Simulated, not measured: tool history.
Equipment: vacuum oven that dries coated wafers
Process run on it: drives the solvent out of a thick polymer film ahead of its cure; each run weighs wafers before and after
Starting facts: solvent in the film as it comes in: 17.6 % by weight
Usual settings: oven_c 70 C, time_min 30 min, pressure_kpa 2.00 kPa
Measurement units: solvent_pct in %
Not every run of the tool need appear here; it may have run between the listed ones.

run    hour  oven_c  time_min  pressure_kpa  solvent_pct
  1     0.0      70        30          2.00         4.91
  2    27.6      70        41          2.00         3.77
  3    44.4      70        41          2.00         3.72
  4    70.5      70        30          2.00         4.94
  5   102.1      70        30          2.00         4.88
  6   122.5      70        30          2.00         4.96
  7   155.0      70        30          2.00         4.92
  8   177.9      70        30          2.00         4.91
  9   195.9      66        30          2.00         6.09
 10   227.9      66        30          2.00         6.11
 11   263.5      70        30          2.20         5.03
 12   287.6      70        30          2.00         4.89
      299.3  -- oven's thermocouples calibrated
 13   316.8      70        30          2.00         5.47
 14   342.5      70        30          1.68         5.24
 15   359.6      70        30          1.68         5.19
 16   380.5      70        30          1.68         5.22
 17   415.4      70        30          1.68         5.24
 18   446.1      70        30          2.17         5.59
 19   476.7      70        30          2.00         5.48
 20   497.7      70        30          2.00         5.53
 21   530.3      70        30          2.00         5.49
 22   558.9      70        30          2.00         5.47
 23   586.4      70        30          2.00         5.46
      590.0  -- vacuum gauge cleaned of residue and calibrated
 24   603.7      70        30          2.00         5.53
 25   626.2      70        25          2.10         6.45
 26   654.5      60        27          2.54         9.69
 27   673.4      60        27          2.54         9.69
 28   689.4      60        27          2.54         9.71
      695.3  -- vacuum gauge cleaned of residue and calibrated, once more
 29   718.2      70        30          1.64         4.92
 30   734.5      70        30          1.64         4.95
 31   769.5      77        16          2.78         6.55
 32   798.2      70        22          1.69         6.39
 33   822.7      61        42          1.88         6.43
 34   850.6      70        29          2.00         5.43
 35   881.6      65        34          2.13         6.31
 36   918.0      83        27          1.10         2.02
 37   934.9      83        27          1.10         1.98
 38   953.8      83        27          1.10         1.98
 39   976.9      75        24          7.95         8.90
 40  1004.6      75        43          6.84         6.66
 41  1039.1      70        45          1.38         3.05
 42  1060.3      70        44          2.04         3.80
 43  1094.9      75        20          2.00         5.63
 44  1124.0      67        17          1.56         8.30
 45  1142.2      76        42          2.97         3.35
 46  1174.1      76        42          2.97         3.35
 47  1209.2      76        42          2.97         3.32

3 options for the next run, each taken on its own from the tool as it stands now. Forecast them:
  A  1241.3      64        42          1.43            ?
  B  1241.3      58        25          2.40            ?
  C  1241.3      76        42          6.69            ?

run  solvent_pct
  A         4.97
  B        10.06
  C         6.14
Had the tool no hidden state, the same runs would have come out as:
run  solvent_pct
  A         5.04
  B        10.15
  C         6.25
